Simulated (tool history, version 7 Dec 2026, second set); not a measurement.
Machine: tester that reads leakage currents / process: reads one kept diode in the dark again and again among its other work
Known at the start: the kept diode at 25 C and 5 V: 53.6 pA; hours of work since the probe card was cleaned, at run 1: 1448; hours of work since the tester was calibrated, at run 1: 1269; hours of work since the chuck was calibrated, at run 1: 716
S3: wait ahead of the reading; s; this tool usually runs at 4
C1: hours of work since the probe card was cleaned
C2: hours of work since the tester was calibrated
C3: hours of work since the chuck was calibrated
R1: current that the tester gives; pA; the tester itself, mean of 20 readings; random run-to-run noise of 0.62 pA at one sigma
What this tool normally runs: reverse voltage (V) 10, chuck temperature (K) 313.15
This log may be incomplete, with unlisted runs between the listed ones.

{"run": 1, "hour": 0.0, "reverse voltage (V)": 10, "chuck temperature (K)": 313.15, "S3": 4, "C1": 1448, "C2": 1269, "C3": 716, "R1": 230.09}
{"run": 2, "hour": 183.7, "reverse voltage (V)": 10, "chuck temperature (K)": 313.15, "S3": 4, "C1": 1543, "C2": 1364, "C3": 810, "R1": 233.52}
{"run": 3, "hour": 293.2, "reverse voltage (V)": 10, "chuck temperature (K)": 313.15, "S3": 8.2, "C1": 1599, "C2": 1420, "C3": 866, "R1": 232.57}
{"hour": 417.7, "done": "chuck's temperature calibrated"}
{"run": 4, "hour": 449.0, "reverse voltage (V)": 10, "chuck temperature (K)": 313.15, "S3": 8.2, "C1": 1678, "C2": 1499, "C3": 16, "R1": 219.38}
{"run": 5, "hour": 626.8, "reverse voltage (V)": 10, "chuck temperature (K)": 313.15, "S3": 8.2, "C1": 1769, "C2": 1590, "C3": 107, "R1": 220.94}
{"run": 6, "hour": 752.5, "reverse voltage (V)": 10, "chuck temperature (K)": 313.15, "S3": 8.2, "C1": 1833, "C2": 1654, "C3": 172, "R1": 222.65}
{"run": 7, "hour": 925.3, "reverse voltage (V)": 10, "chuck temperature (K)": 313.15, "S3": 8.2, "C1": 1922, "C2": 1743, "C3": 260, "R1": 224.79}
{"run": 8, "hour": 1056.8, "reverse voltage (V)": 10, "chuck temperature (K)": 313.15, "S3": 8.2, "C1": 1989, "C2": 1811, "C3": 328, "R1": 226.41}
{"hour": 1073.3, "done": "probe card cleaned and baked"}
{"run": 9, "hour": 1187.5, "reverse voltage (V)": 10, "chuck temperature (K)": 313.15, "S3": 8.2, "C1": 59, "C2": 1876, "C3": 393, "R1": 207.16}
{"run": 10, "hour": 1372.4, "reverse voltage (V)": 1, "chuck temperature (K)": 313.15, "S3": 4, "C1": 153, "C2": 1971, "C3": 488, "R1": 82.72}
{"run": 11, "hour": 1497.9, "reverse voltage (V)": 1, "chuck temperature (K)": 313.15, "S3": 4, "C1": 218, "C2": 2035, "C3": 553, "R1": 82.78}
{"run": 12, "hour": 1657.5, "reverse voltage (V)": 1, "chuck temperature (K)": 313.15, "S3": 4, "C1": 300, "C2": 2117, "C3": 634, "R1": 83.15}
{"hour": 1672.7, "done": "tester calibrated"}
{"run": 13, "hour": 1748.6, "reverse voltage (V)": 1, "chuck temperature (K)": 313.15, "S3": 4, "C1": 345, "C2": 39, "C3": 680, "R1": 83.06}
{"run": 14, "hour": 1903.4, "reverse voltage (V)": 1, "chuck temperature (K)": 313.15, "S3": 4, "C1": 425, "C2": 118, "C3": 759, "R1": 83.04}
{"run": 15, "hour": 2008.7, "reverse voltage (V)": 1, "chuck temperature (K)": 313.15, "S3": 4, "C1": 479, "C2": 172, "C3": 814, "R1": 83.6}
{"run": 16, "hour": 2161.4, "reverse voltage (V)": 1, "chuck temperature (K)": 313.15, "S3": 4, "C1": 557, "C2": 251, "C3": 892, "R1": 84.12}
{"hour": 2243.5, "done": "chuck's temperature calibrated"}
{"run": 17, "hour": 2294.7, "reverse voltage (V)": 1, "chuck temperature (K)": 313.15, "S3": 4, "C1": 624, "C2": 318, "C3": 26, "R1": 79.97}
{"run": 18, "hour": 2458.7, "reverse voltage (V)": 10, "chuck temperature (K)": 313.15, "S3": 4, "C1": 709, "C2": 402, "C3": 110, "R1": 210.34}
{"run": 19, "hour": 2553.1, "reverse voltage (V)": 11.9, "chuck temperature (K)": 313.15, "S3": 4, "C1": 757, "C2": 451, "C3": 159, "R1": 226.67}
{"run": 20, "hour": 2724.3, "reverse voltage (V)": 1.5, "chuck temperature (K)": 313.15, "S3": 0.53, "C1": 845, "C2": 538, "C3": 247, "R1": 96.26}
{"hour": 2784.8, "done": "tester calibrated, once more"}
{"run": 21, "hour": 2882.1, "reverse voltage (V)": 13, "chuck temperature (K)": 300.15, "S3": 4, "C1": 925, "C2": 50, "C3": 327, "R1": 107.35}
{"run": 22, "hour": 2987.8, "reverse voltage (V)": 1.2, "chuck temperature (K)": 305.15, "S3": 0.44, "C1": 979, "C2": 104, "C3": 381, "R1": 52.84}
{"run": 23, "hour": 3178.8, "reverse voltage (V)": 2.5, "chuck temperature (K)": 315.15, "S3": 1.37, "C1": 1077, "C2": 202, "C3": 479, "R1": 140.37}
{"run": 24, "hour": 3374.1, "reverse voltage (V)": 3.8, "chuck temperature (K)": 316.15, "S3": 1.01, "C1": 1177, "C2": 302, "C3": 579, "R1": 180.34}
{"run": 25, "hour": 3480.7, "reverse voltage (V)": 8.2, "chuck temperature (K)": 305.15, "S3": 0.64, "C1": 1232, "C2": 357, "C3": 634, "R1": 126.08}
{"run": 26, "hour": 3583.3, "reverse voltage (V)": 8.2, "chuck temperature (K)": 322.15, "S3": 0.7, "C1": 1284, "C2": 410, "C3": 686, "R1": 366.71}
{"run": 27, "hour": 3666.0, "reverse voltage (V)": 8.2, "chuck temperature (K)": 322.15, "S3": 0.7, "C1": 1327, "C2": 452, "C3": 729, "R1": 366.71}
{"run": 28, "hour": 3853.3, "reverse voltage (V)": 8.2, "chuck temperature (K)": 322.15, "S3": 0.7, "C1": 1423, "C2": 548, "C3": 825, "R1": 370.39}
{"run": 29, "hour": 3937.4, "reverse voltage (V)": 1.1, "chuck temperature (K)": 328.15, "S3": 0.7, "C1": 1466, "C2": 591, "C3": 868, "R1": 232.36}
{"hour": 4053.3, "done": "chuck's temperature calibrated"}
{"run": 30, "hour": 4125.7, "reverse voltage (V)": 1.1, "chuck temperature (K)": 328.15, "S3": 0.7, "C1": 1562, "C2": 687, "C3": 37, "R1": 222.96}
{"run": 31, "hour": 4275.8, "reverse voltage (V)": 1.6, "chuck temperature (K)": 306.15, "S3": 2.02, "C1": 1639, "C2": 764, "C3": 114, "R1": 64.33}
{"run": 32, "hour": 4460.0, "reverse voltage (V)": 2.3, "chuck temperature (K)": 298.15, "S3": 0.63, "C1": 1733, "C2": 858, "C3": 209, "R1": 45.41}
{"run": 33, "hour": 4608.0, "reverse voltage (V)": 2.3, "chuck temperature (K)": 332.15, "S3": 0.81, "C1": 1809, "C2": 934, "C3": 285, "R1": 389.82}
{"run": 34, "hour": 4754.0, "reverse voltage (V)": 1.2, "chuck temperature (K)": 306.15, "S3": 6.09, "C1": 1884, "C2": 1009, "C3": 359, "R1": 58.11}
{"run": 35, "hour": 4843.6, "reverse voltage (V)": 1.2, "chuck temperature (K)": 306.15, "S3": 6.09, "C1": 1930, "C2": 1055, "C3": 405, "R1": 58.51}
{"hour": 4979.0, "done": "probe card cleaned and baked"}
{"run": 36, "hour": 4988.7, "reverse voltage (V)": 7.5, "chuck temperature (K)": 330.15, "S3": 1.76, "C1": 5, "C2": 1128, "C3": 478, "R1": 555.5}
{"run": 37, "hour": 5163.8, "reverse voltage (V)": 1.5, "chuck temperature (K)": 298.15, "S3": 1.76, "C1": 95, "C2": 1218, "C3": 568, "R1": 34.89}
{"run": 38, "hour": 5350.2, "reverse voltage (V)": 8, "chuck temperature (K)": 328.15, "S3": 4, "C1": 190, "C2": 1313, "C3": 664, "R1": 514.02}

What if the next run were any one of these 3? Each begins from the tool's condition after run 38:
{"run": "A", "hour": 5528.8, "reverse voltage (V)": 3.6, "chuck temperature (K)": 313.15, "S3": 4, "C1": 282, "C2": 1405, "C3": 755, "R1": "?"}
{"run": "B", "hour": 5528.8, "reverse voltage (V)": 5.6, "chuck temperature (K)": 296.15, "S3": 0.55, "C1": 282, "C2": 1405, "C3": 755, "R1": "?"}
{"run": "C", "hour": 5528.8, "reverse voltage (V)": 4.6, "chuck temperature (K)": 299.15, "S3": 0.95, "C1": 282, "C2": 1405, "C3": 755, "R1": "?"}

run=A R1=144.41
run=B R1=55.01
run=C R1=61.79
The same runs, with their run-to-run variation unchanged, on a tool lacking any hidden condition would have given:
run=A R1=135.46
run=B R1=50.01
run=C R1=56.71
